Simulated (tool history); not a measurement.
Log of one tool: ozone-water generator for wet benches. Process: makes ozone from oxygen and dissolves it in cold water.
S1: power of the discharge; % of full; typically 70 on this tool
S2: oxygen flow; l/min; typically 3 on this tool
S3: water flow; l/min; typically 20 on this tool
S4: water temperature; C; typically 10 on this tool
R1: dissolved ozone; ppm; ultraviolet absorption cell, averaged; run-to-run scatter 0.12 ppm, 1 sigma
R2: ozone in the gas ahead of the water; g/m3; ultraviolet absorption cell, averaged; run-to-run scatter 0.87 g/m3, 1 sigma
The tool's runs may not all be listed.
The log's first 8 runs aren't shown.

{"run": 9, "day": 34.408, "S1": 70, "S2": 3, "S3": 15, "S4": 10, "R1": 15.1, "R2": 136.6}
{"run": 10, "day": 38.421, "S1": 70, "S2": 3, "S3": 15, "S4": 10, "R1": 15.1, "R2": 136.9}
{"run": 11, "day": 43.908, "S1": 70, "S2": 3, "S3": 20, "S4": 10, "R1": 11.3, "R2": 136.6}
{"run": 12, "day": 49.033, "S1": 70, "S2": 3, "S3": 20, "S4": 10, "R1": 11.3, "R2": 136.3}
{"run": 13, "day": 51.796, "S1": 54, "S2": 3, "S3": 20, "S4": 10, "R1": 9.7, "R2": 118.5}
{"run": 14, "day": 54.467, "S1": 54, "S2": 3, "S3": 20, "S4": 10, "R1": 9.8, "R2": 119.9}
{"run": 15, "day": 60.138, "S1": 70, "S2": 3, "S3": 20, "S4": 10, "R1": 11.2, "R2": 135.7}
{"run": 16, "day": 65.388, "S1": 70, "S2": 3, "S3": 20, "S4": 10, "R1": 10.9, "R2": 137.1}
{"run": 17, "day": 68.3, "S1": 70, "S2": 3, "S3": 13, "S4": 10, "R1": 16.6, "R2": 135.1}
{"run": 18, "day": 72.517, "S1": 61, "S2": 3, "S3": 13, "S4": 8, "R1": 16, "R2": 124.9}
{"day": 73.162, "done": "contactor cleaned"}
{"run": 19, "day": 78.029, "S1": 59, "S2": 3, "S3": 13, "S4": 9, "R1": 15.6, "R2": 123.8}
{"run": 20, "day": 81.375, "S1": 59, "S2": 3, "S3": 13, "S4": 9, "R1": 15.5, "R2": 123.7}
{"day": 84.525, "done": "contactor cleaned, once more"}
{"run": 21, "day": 85.392, "S1": 48, "S2": 2.75, "S3": 29, "S4": 16, "R1": 5.9, "R2": 119}
{"run": 22, "day": 88.358, "S1": 48, "S2": 2.75, "S3": 29, "S4": 13, "R1": 5.8, "R2": 118.3}
{"run": 23, "day": 92.458, "S1": 88, "S2": 2.2, "S3": 16, "S4": 10, "R1": 15.4, "R2": 185.7}
{"run": 24, "day": 97.712, "S1": 49, "S2": 2.2, "S3": 16, "S4": 10, "R1": 11.5, "R2": 138.7}
{"run": 25, "day": 101.412, "S1": 96, "S2": 2.93, "S3": 28, "S4": 8, "R1": 8.8, "R2": 156.7}
{"run": 26, "day": 105.629, "S1": 96, "S2": 2.93, "S3": 28, "S4": 8, "R1": 8.9, "R2": 156.4}
{"run": 27, "day": 108.792, "S1": 95, "S2": 2.67, "S3": 15, "S4": 12, "R1": 16.6, "R2": 167.8}
{"day": 111.046, "done": "water thermometer calibrated"}
{"run": 28, "day": 114.379, "S1": 95, "S2": 2.19, "S3": 16, "S4": 12, "R1": 15.4, "R2": 190.6}
{"run": 29, "day": 116.917, "S1": 95, "S2": 2.51, "S3": 28, "S4": 12, "R1": 8.4, "R2": 173}
{"run": 30, "day": 119.462, "S1": 70, "S2": 2.57, "S3": 20, "S4": 14, "R1": 10.7, "R2": 147.4}
{"run": 31, "day": 124.742, "S1": 70, "S2": 1.66, "S3": 20, "S4": 7, "R1": 10.4, "R2": 197.4}

Estimate the outcome of run 32 from the log above:
{"run": 32, "day": 129.029, "S1": 70, "S2": 1.66, "S3": 20, "S4": 7, "R1": "?", "R2": "?"}

For run 32 the tool returned R1 10.4 ppm, R2 196.7 g/m3.
Minus the tool's unlogged condition, the same run would have read R1 11.4 ppm, R2 214.3 g/m3.
